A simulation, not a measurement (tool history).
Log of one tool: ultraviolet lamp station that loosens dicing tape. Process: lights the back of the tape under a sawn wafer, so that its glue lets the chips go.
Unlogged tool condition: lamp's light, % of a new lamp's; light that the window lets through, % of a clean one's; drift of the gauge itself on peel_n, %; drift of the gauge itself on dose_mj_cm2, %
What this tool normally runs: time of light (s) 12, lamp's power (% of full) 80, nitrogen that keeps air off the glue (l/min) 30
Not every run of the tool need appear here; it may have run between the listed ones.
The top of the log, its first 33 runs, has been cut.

run   hour  time of light (s)  lamp's power (% of full)  nitrogen that keeps air off the glue (l/min)  hours of work of the lamp  hours of work since the window was cleaned  force that peels the tape off (N)  light that reached the tape (J/m2)
 34  543.8                 15                        95                                            40                         36                                         639                              0.278                                4470
 35  562.4                 15                        95                                            40                         50                                         653                               0.28                                4380
 36  584.2                 15                        95                                            40                         66                                         670                              0.269                                4430
 37  596.7                 15                        95                                            40                         76                                         679                              0.285                                4390
 38  614.6                 20                        84                                            19                         89                                         693                              0.319                                5110
     624.3  -- window cleaned of glue's vapour
 39  632.2                 20                        84                                            19                        102                                           6                              0.247                                6020
 40  646.5                 10                        62                                            17                        113                                          17                              1.449                                2200
 41  667.4                 22                        80                                            59                        129                                          33                              0.153                                6180
 42  682.5                  9                        92                                            55                        141                                          44                              0.535                                2910
 43    694                 11                        89                                            39                        149                                          53                              0.443                                3430

Consider 4 possible next runs. They are alternatives, not a sequence: every one starts from the tool as it was left by run 43. What does each give?
  A  707.8                 11                        65                                            17                        160                                          63                                  ?                                   ?
  B  707.8                  7                        92                                            58                        160                                          63                                  ?                                   ?
  C  707.8                  8                        89                                            42                        160                                          63                                  ?                                   ?
  D  707.8                  9                        90                                            27                        160                                          63                                  ?                                   ?

run  force that peels the tape off (N)  light that reached the tape (J/m2)
  A                              1.282                                2460
  B                              0.853                                2220
  C                              0.807                                2540
  D                              0.795                                2830
Take away the tool's hidden state, keep each run's random variation, and the runs would have read:
run  force that peels the tape off (N)  light that reached the tape (J/m2)
  A                              1.143                                2670
  B                              0.741                                2400
  C                              0.701                                2740
  D                              0.691                                3060
